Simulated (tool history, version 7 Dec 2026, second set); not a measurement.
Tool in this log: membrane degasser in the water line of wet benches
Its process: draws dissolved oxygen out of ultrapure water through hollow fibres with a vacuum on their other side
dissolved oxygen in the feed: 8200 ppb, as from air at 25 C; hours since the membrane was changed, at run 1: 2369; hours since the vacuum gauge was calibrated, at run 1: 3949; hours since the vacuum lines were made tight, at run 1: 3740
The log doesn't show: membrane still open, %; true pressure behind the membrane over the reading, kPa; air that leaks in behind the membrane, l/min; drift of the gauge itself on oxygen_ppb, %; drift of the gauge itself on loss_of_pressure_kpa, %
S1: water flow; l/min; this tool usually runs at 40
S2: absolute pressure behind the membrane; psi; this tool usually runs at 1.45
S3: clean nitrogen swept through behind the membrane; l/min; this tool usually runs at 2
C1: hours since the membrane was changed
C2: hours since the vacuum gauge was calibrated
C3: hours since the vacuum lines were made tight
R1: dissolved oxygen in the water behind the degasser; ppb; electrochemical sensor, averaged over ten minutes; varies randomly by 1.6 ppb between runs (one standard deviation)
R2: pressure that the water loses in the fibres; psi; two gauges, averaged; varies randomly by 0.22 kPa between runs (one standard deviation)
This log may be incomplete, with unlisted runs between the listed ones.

run,hour,S1,S2,S3,C1,C2,C3,R1,R2
1,0,40,1.45,2,2369,3949,3740,305.2,7.794
2,34.5,40,1.45,2,2403,3984,3775,305.2,7.835
3,84.6,40,1.45,2,2454,4034,3825,302.1,7.862
4,139.2,40,2.12,2,2508,4089,3879,494.5,7.839
5,220.8,40,1.45,2,2590,4170,3961,306.5,7.802
6,273.2,40,1.45,2,2642,4223,4013,305.5,7.849
7,312.3,40,1.45,2,2681,4262,4052,303.5,7.819
8,373,40,1.45,2,2742,4322,4113,306.3,7.86
9,446.6,40,1.45,2,2816,4396,4187,304.5,7.839
10,516.1,39,1.45,2,2885,4466,4256,300.3,7.633
11,576,39,1.45,2,2945,4526,4316,297.7,7.657
12,659.2,39,1.45,2,3028,4609,4399,295.8,7.671
13,741.5,40,1.45,2.14,3110,4691,4482,288.8,7.864
14,814.6,40,3.6,2.14,3184,4764,4555,841.2,7.905
15,876.9,40,3.6,2.14,3246,4826,4617,835.5,7.931
16,923.1,40,3.6,2.14,3292,4873,4663,837.8,7.865
17,1006.2,24,3.6,2.14,3375,4956,4746,542.3,4.718
18,1073.2,44,1.41,5.64,3442,5023,4813,130.1,8.621
19,1141.8,50,0.94,3.04,3511,5091,4882,137.8,9.818
# hour 1173.9: vacuum gauge calibrated
20,1222.1,38,1.64,3.04,3591,48,4962,231.6,7.469
21,1284.9,45,1.45,2,3653,111,5024,329.5,8.859
22,1355.4,28,2.29,0.96,3724,182,5095,723.9,5.546
23,1421.9,52,3.61,3.93,3790,248,5161,633.4,10.185
24,1506.2,40,2.12,2,3875,332,5246,484.1,7.925
25,1586.2,29,2.15,2.38,3955,412,5326,320.5,5.709
26,1624.6,30,1.45,1.63,3993,451,5364,275.3,5.923
27,1683.8,50,1.06,2.76,4052,510,5423,174,9.85
28,1758.9,27,1.45,5.2,4127,585,5499,87,5.3

Forecast run 29:
29,1826.4,36,1.03,0.85,4195,652,5566,?,?

{"run 29": {"R1": 322.2, "R2": 7.136}}
Without the tool's hidden state the same run would have given R1 323 ppb, R2 6.988 psi.
